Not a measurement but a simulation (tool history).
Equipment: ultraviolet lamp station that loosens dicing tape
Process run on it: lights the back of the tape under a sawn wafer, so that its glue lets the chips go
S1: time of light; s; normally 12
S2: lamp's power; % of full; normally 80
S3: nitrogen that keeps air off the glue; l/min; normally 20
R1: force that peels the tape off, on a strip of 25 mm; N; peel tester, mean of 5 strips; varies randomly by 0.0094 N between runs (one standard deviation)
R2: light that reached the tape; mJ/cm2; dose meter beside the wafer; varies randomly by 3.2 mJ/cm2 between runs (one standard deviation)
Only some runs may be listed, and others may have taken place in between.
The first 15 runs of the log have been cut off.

run 16 hour=186.8 | S1=12 S2=80 S3=10 | R1=0.805 R2=438
run 17 hour=201.2 | S1=12 S2=80 S3=20 | R1=0.530 R2=434
run 18 hour=211.7 | S1=12 S2=80 S3=14 | R1=0.646 R2=436
run 19 hour=224.9 | S1=12 S2=80 S3=14 | R1=0.673 R2=428
run 20 hour=242.2 | S1=12 S2=72 S3=20 | R1=0.692 R2=387
run 21 hour=254.7 | S1=12 S2=72 S3=20 | R1=0.668 R2=381
run 22 hour=270.3 | S1=12 S2=72 S3=20 | R1=0.714 R2=381
run 23 hour=282.8 | S1=7 S2=90 S3=17 | R1=1.500 R2=274
run 24 hour=297.5 | S1=7 S2=90 S3=17 | R1=1.509 R2=273
run 25 hour=314.5 | S1=12 S2=69 S3=20 | R1=0.796 R2=356
run 26 hour=326.1 | S1=23 S2=94 S3=8 | R1=0.267 R2=920
run 27 hour=340.5 | S1=11 S2=72 S3=9 | R1=1.437 R2=330
run 28 hour=348.5 | S1=11 S2=72 S3=9 | R1=1.462 R2=337
run 29 hour=361.9 | S1=11 S2=72 S3=9 | R1=1.515 R2=332
run 30 hour=374.3 | S1=12 S2=80 S3=8 | R1=1.091 R2=402
run 31 hour=386.2 | S1=12 S2=80 S3=8 | R1=1.119 R2=395
run 32 hour=399.9 | S1=12 S2=80 S3=36 | R1=0.492 R2=400

Estimate the outcome of run 33 from the log above:
run 33 hour=418.4 | S1=15 S2=95 S3=27 | R1=? R2=?

Run 33 produced R1 0.301 N, R2 582 mJ/cm2.
Were there no unlogged condition in the tool, this run, its random variation unchanged, would have produced R1 0.253 N, R2 758 mJ/cm2.
